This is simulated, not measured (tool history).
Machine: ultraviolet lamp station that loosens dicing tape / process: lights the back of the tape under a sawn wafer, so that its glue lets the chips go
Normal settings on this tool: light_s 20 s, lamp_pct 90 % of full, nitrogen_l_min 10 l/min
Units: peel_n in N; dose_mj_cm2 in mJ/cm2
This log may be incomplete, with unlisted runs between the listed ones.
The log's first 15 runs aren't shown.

run,hour,light_s,lamp_pct,nitrogen_l_min,hours of work of the lamp,hours of work since the window was cleaned,peel_n,dose_mj_cm2
16,132.5,20,90,6,183,354,0.289,421
17,140.6,10,76,10,188,359,0.648,176
18,151.3,18,75,10,195,366,0.3,319
19,162.4,34,92,10,202,373,0.225,744
20,170.9,34,92,10,207,378,0.204,736
21,176.9,24,73,4,211,382,0.336,416
22,188.3,20,89,6,218,389,0.282,420
23,200.2,29,90,6,226,397,0.21,605
24,213.8,15,90,10,234,405,0.297,318
25,226.2,21,90,4,242,413,0.296,452
26,240.1,18,78,8,251,422,0.327,336
27,253.7,37,88,8,260,431,0.207,770
28,267.2,37,88,8,268,440,0.201,772
29,279.4,37,88,8,276,447,0.212,758
30,292.2,14,91,16,284,455,0.294,299
31,302.1,20,69,11,291,462,0.292,328

5 options for the next run, each taken on its own from the tool as it stands now. Forecast them:
A,316.3,19,93,12,300,471,?,?
B,316.3,21,69,11,300,471,?,?
C,316.3,17,69,16,300,471,?,?
D,316.3,20,94,11,300,471,?,?
E,316.3,21,90,6,300,471,?,?

run,peel_n,dose_mj_cm2
A,0.227,417
B,0.272,338
C,0.294,274
D,0.227,445
E,0.263,442
Had the tool no hidden state, the same runs would have come out as:
run,peel_n,dose_mj_cm2
A,0.227,417
B,0.272,338
C,0.293,275
D,0.227,445
E,0.262,443

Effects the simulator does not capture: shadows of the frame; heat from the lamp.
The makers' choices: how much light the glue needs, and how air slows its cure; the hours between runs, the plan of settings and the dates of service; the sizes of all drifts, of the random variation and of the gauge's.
